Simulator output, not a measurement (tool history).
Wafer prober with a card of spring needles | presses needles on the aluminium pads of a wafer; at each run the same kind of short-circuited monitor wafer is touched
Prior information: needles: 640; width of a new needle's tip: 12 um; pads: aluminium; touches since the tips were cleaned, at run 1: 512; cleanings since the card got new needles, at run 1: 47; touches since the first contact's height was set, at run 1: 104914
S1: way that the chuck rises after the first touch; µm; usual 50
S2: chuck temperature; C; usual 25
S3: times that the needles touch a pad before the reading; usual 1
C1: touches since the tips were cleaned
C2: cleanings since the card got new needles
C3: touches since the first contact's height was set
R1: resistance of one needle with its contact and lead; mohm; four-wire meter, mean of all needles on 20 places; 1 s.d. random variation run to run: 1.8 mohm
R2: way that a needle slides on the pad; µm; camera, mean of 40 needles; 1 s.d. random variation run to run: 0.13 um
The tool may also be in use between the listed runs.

run,day,S1,S2,S3,C1,C2,C3,R1,R2
1,0,50,25,1,512,47,104914,283,8.53
# day 0.158: tips cleaned on abrasive film
# day 0.421: tips cleaned on abrasive film
# day 0.679: tips cleaned on abrasive film
# day 0.942: tips cleaned on abrasive film
2,1.071,50,25,1,1151,51,114256,360,8.48
# day 1.175: tips cleaned on abrasive film
# day 1.438: tips cleaned on abrasive film
# day 1.7: tips cleaned on abrasive film
3,1.754,50,25,1,498,54,120210,272,8.26
# day 1.912: tips cleaned on abrasive film
# day 2.079: height of the first contact set anew
# day 2.183: tips cleaned on abrasive film
# day 2.446: tips cleaned on abrasive film
# day 2.662: tips cleaned on abrasive film
4,2.662,50,25,1,0,58,5082,217,9.5
# day 2.925: tips cleaned on abrasive film
# day 3.183: tips cleaned on abrasive film
# day 3.446: tips cleaned on abrasive film
# day 3.704: tips cleaned on abrasive film
# day 3.967: tips cleaned on abrasive film
5,3.992,50,25,1,220,63,16670,238,9.62
# day 4.2: tips cleaned on abrasive film
# day 4.462: tips cleaned on abrasive film
# day 4.721: tips cleaned on abrasive film
6,4.829,50,25,3,941,66,23977,243,9.23
# day 4.933: tips cleaned on abrasive film
# day 5.196: tips cleaned on abrasive film
# day 5.454: tips cleaned on abrasive film
# day 5.662: tips cleaned on abrasive film
7,5.838,50,32,1,1526,70,32770,364,9.1
# day 5.892: tips cleaned on abrasive film
# day 6.1: tips cleaned on abrasive film
# day 6.362: tips cleaned on abrasive film
# day 6.6: tips cleaned on abrasive film
8,6.6,50,25,1,0,74,39395,220,9.15
# day 6.858: tips cleaned on abrasive film
# day 7.121: tips cleaned on abrasive film
9,7.225,50,25,1,939,76,44882,323,8.98
# day 7.333: tips cleaned on abrasive film
# day 7.596: tips cleaned on abrasive film
# day 7.804: tips cleaned on abrasive film
# day 8.062: tips cleaned on abrasive film
10,8.2,50,25,1,1204,80,53360,360,8.88
# day 8.308: tips cleaned on abrasive film
# day 8.567: tips cleaned on abrasive film
# day 8.775: tips cleaned on abrasive film
# day 9.038: tips cleaned on abrasive film
11,9.229,50,80,1,1693,84,62330,393,9.07
# day 9.283: tips cleaned on abrasive film
# day 9.546: tips cleaned on abrasive film
# day 9.804: tips cleaned on abrasive film
# day 10.067: tips cleaned on abrasive film
# day 10.325: tips cleaned on abrasive film
12,10.488,48,80,1,1438,89,73319,389,8.38
# day 10.546: tips cleaned on abrasive film
# day 10.804: tips cleaned on abrasive film
# day 11.067: tips cleaned on abrasive film
13,11.179,52,37,3,1005,92,79331,251,8.81
# day 11.283: tips cleaned on abrasive film
# day 11.546: tips cleaned on abrasive film
# day 11.804: tips cleaned on abrasive film
# day 12.067: tips cleaned on abrasive film
14,12.067,46,77,1,14,96,87074,243,7.96
# day 12.275: tips cleaned on abrasive film
# day 12.538: tips cleaned on abrasive film
# day 12.796: tips cleaned on abrasive film
# day 13.058: tips cleaned on abrasive film
15,13.217,46,77,1,1423,100,97128,438,7.74
# day 13.275: tips cleaned on abrasive film
# day 13.533: tips cleaned on abrasive film
# day 13.796: tips cleaned on abrasive film
16,13.908,52,25,2,1003,103,103131,290,8.94
# day 14.017: tips cleaned on abrasive film
# day 14.275: tips cleaned on abrasive film
# day 14.538: tips cleaned on abrasive film
# day 14.796: tips cleaned on abrasive film
17,14.908,66,83,1,980,107,111841,289,11.36
# day 15.012: tips cleaned on abrasive film
# day 15.275: tips cleaned on abrasive film
# day 15.512: tips cleaned on abrasive film
18,15.512,66,83,1,0,110,117104,217,11.36
# day 15.775: tips cleaned on abrasive film
# day 15.983: tips cleaned on abrasive film
# day 16.2: height of the first contact set anew
# day 16.254: tips cleaned on abrasive film
# day 16.517: tips cleaned on abrasive film
# day 16.779: tips cleaned on abrasive film
19,16.804,66,83,1,240,115,5242,232,12.61
# day 17.012: tips cleaned on abrasive film
# day 17.225: tips cleaned on abrasive film
# day 17.483: tips cleaned on abrasive film
# day 17.746: tips cleaned on abrasive film
# day 17.988: tips cleaned on abrasive film
20,17.988,66,83,1,0,120,15531,222,12.16
# day 18.246: tips cleaned on abrasive film
# day 18.454: tips cleaned on abrasive film
# day 18.717: tips cleaned on abrasive film
# day 18.975: tips cleaned on abrasive film
21,19.142,66,104,1,1474,124,25645,297,12.51
# day 19.2: tips cleaned on abrasive film
# day 19.408: tips cleaned on abrasive film
# day 19.667: tips cleaned on abrasive film
# day 19.929: tips cleaned on abrasive film
# day 20.167: tips cleaned on abrasive film
22,20.167,39,26,2,0,129,34555,225,7.2

Predict each of these 3 candidate next runs independently; none follows another, all start after run 22:
# day 20.429: tips cleaned on abrasive film
# day 20.688: tips cleaned on abrasive film
# day 20.946: tips cleaned on abrasive film
A,20.946,38,51,2,0,132,41353,?,?
# day 20.429: tips cleaned on abrasive film
# day 20.688: tips cleaned on abrasive film
# day 20.946: tips cleaned on abrasive film
B,20.946,30,25,1,0,132,41353,?,?
# day 20.429: tips cleaned on abrasive film
# day 20.688: tips cleaned on abrasive film
# day 20.946: tips cleaned on abrasive film
C,20.946,44,114,2,0,132,41353,?,?

run,R1,R2
A,232,6.65
B,278,5.35
C,240,8.09
The same runs, with their run-to-run variation unchanged, on a tool lacking any hidden condition would have given:
run,R1,R2
A,202,7.07
B,206,5.77
C,216,8.52

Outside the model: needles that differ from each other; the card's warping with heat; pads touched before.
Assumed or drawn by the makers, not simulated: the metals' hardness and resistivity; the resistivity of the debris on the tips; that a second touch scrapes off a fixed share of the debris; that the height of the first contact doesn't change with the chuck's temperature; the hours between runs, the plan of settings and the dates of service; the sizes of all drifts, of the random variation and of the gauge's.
